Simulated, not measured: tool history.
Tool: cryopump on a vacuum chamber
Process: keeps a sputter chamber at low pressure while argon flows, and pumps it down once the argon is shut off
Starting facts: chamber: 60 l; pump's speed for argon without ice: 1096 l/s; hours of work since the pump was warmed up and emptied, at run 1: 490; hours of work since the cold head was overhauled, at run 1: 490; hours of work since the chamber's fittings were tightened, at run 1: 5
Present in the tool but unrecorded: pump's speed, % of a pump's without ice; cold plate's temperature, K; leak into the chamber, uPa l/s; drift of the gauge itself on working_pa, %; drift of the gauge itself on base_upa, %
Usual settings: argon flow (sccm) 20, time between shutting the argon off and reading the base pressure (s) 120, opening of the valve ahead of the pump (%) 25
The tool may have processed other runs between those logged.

run	day	argon flow (sccm)	time between shutting the argon off and reading the base pressure (s)	opening of the valve ahead of the pump (%)	hours of work since the pump was warmed up and emptied	hours of work since the cold head was overhauled	hours of work since the chamber's fittings were tightened	pressure while argon flows (Pa)	pressure after the wait (uPa)
1	0	20	120	25	490	490	5	0.1324	1.09
2	1.8	20	120	25	517	517	32	0.1342	1.09
3	3.746	20	120	25	546	546	61	0.1354	1.15
4	6.317	20	120	25	585	585	100	0.1375	1.2
5	8.075	20	120	25	611	611	126	0.1374	1.21
6	9.904	20	120	37	639	639	154	0.0993	1.28
# day 11.521: pump warmed up, emptied and cooled again
7	12.6	20	120	37	16	676	191	0.0836	1.09
8	14.192	20	120	37	40	700	215	0.0842	1.12
9	16.692	20	120	37	78	738	253	0.0855	1.14
10	18.304	13	120	37	102	762	277	0.0558	1.19
11	20.292	36	120	25	132	792	307	0.2275	1.21
12	22.992	20	120	36	172	832	348	0.0883	1.31
13	25.271	20	120	36	207	867	382	0.0896	1.29
14	27.796	9	150	32	245	905	420	0.0456	1.23
15	29.367	17	66	41	268	928	443	0.068	1.95
16	31.179	17	83	54	295	956	471	0.0528	1.73
17	32.512	24	120	51	315	976	491	0.0798	1.47
18	34.3	25	202	15	342	1002	518	0.2646	1.21
19	36.479	9	68	48	375	1035	550	0.0322	2.03
20	38.267	14	80	48	402	1062	577	0.0507	1.91
21	39.688	14	80	48	423	1083	599	0.0517	1.91
22	41.996	20	42	48	458	1118	633	0.0734	2.86
23	44.204	20	42	48	491	1151	666	0.076	2.9
24	46.004	19	120	25	518	1178	693	0.1274	1.78
25	47.458	16	42	25	540	1200	715	0.1095	3.01

Alternative continuations, all from the tool just after run 25; predict every row:
A	49.321	25	288	47	568	1228	743	?	?
B	49.321	10	300	30	568	1228	743	?	?
C	49.321	29	24	59	568	1228	743	?	?

run	pressure while argon flows (Pa)	pressure after the wait (uPa)
A	0.0979	1.5
B	0.0582	1.49
C	0.0951	4.54
The same runs, with their run-to-run variation unchanged, on a tool lacking any hidden condition would have given:
run	pressure while argon flows (Pa)	pressure after the wait (uPa)
A	0.0815	0.52
B	0.0516	0.51
C	0.0759	3.54
